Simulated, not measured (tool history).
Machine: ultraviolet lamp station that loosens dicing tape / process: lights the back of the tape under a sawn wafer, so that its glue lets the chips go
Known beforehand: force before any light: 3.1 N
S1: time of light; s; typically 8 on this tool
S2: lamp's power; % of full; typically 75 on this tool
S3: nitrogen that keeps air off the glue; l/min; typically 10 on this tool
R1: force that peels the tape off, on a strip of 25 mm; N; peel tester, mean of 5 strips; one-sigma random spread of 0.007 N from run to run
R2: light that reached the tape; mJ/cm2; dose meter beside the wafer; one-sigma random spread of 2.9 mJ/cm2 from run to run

Run 1, hour 0.0: usual settings. Result: R1 0.270 N, R2 374 mJ/cm2.
Run 2, hour 11.7: usual settings. Result: R1 0.271 N, R2 373 mJ/cm2.
Run 3, hour 18.0: usual settings. Result: R1 0.269 N, R2 370 mJ/cm2.
Run 4, hour 25.7: usual settings. Result: R1 0.285 N, R2 366 mJ/cm2.
Run 5, hour 37.2: usual settings. Result: R1 0.263 N, R2 362 mJ/cm2.
Run 6, hour 48.3: usual settings but S1 5 s. Result: R1 0.486 N, R2 226 mJ/cm2.
Run 7, hour 60.9: usual settings but S1 5 s. Result: R1 0.493 N, R2 222 mJ/cm2.
Run 8, hour 67.5: usual settings but S1 5 s. Result: R1 0.490 N, R2 225 mJ/cm2.
Run 9, hour 79.8: usual settings but S1 5 s. Result: R1 0.510 N, R2 224 mJ/cm2.
At hour 81.0: window cleaned of glue's vapour.
Run 10, hour 92.8: usual settings but S1 5 s. Result: R1 0.554 N, R2 207 mJ/cm2.
Run 11, hour 100.3: usual settings but S1 5 s. Result: R1 0.543 N, R2 205 mJ/cm2.
Run 12, hour 112.5: usual settings but S3 19 l/min. Result: R1 0.262 N, R2 326 mJ/cm2.
Run 13, hour 120.2: usual settings but S3 19 l/min. Result: R1 0.279 N, R2 326 mJ/cm2.
Run 14, hour 126.0: usual settings but S1 10 s, S2 89 % of full, S3 4 l/min. Result: R1 0.290 N, R2 482 mJ/cm2.
Run 15, hour 134.6: usual settings but S2 60 % of full, S3 7 l/min. Result: R1 0.467 N, R2 259 mJ/cm2.
Run 16, hour 143.4: usual settings but S1 6 s. Result: R1 0.437 N, R2 243 mJ/cm2.
Run 17, hour 155.0: usual settings but S1 6 s, S2 99 % of full, S3 6 l/min. Result: R1 0.390 N, R2 320 mJ/cm2.
At hour 157.9: window cleaned of glue's vapour, once more.
Run 18, hour 165.5: usual settings but S1 6 s, S2 99 % of full, S3 6 l/min. Result: R1 0.298 N, R2 379 mJ/cm2.
Run 19, hour 171.0: usual settings but S1 6 s, S2 99 % of full, S3 6 l/min. Result: R1 0.317 N, R2 382 mJ/cm2.

What if the next run were any one of these 3? Each begins from the tool's condition after run 19:
Run A, hour 179.3: usual settings but S1 11 s. Result: R1 ?, R2 ?.
Run B, hour 179.3: usual settings but S1 11 s, S2 63 % of full, S3 6 l/min. Result: R1 ?, R2 ?.
Run C, hour 179.3: usual settings but S1 7 s. Result: R1 ?, R2 ?.

run     R1   R2
  A  0.227  526
  B  0.282  439
  C  0.303  333
With no hidden state in the tool, these same runs would have given:
run     R1   R2
  A  0.220  588
  B  0.259  491
  C  0.272  372

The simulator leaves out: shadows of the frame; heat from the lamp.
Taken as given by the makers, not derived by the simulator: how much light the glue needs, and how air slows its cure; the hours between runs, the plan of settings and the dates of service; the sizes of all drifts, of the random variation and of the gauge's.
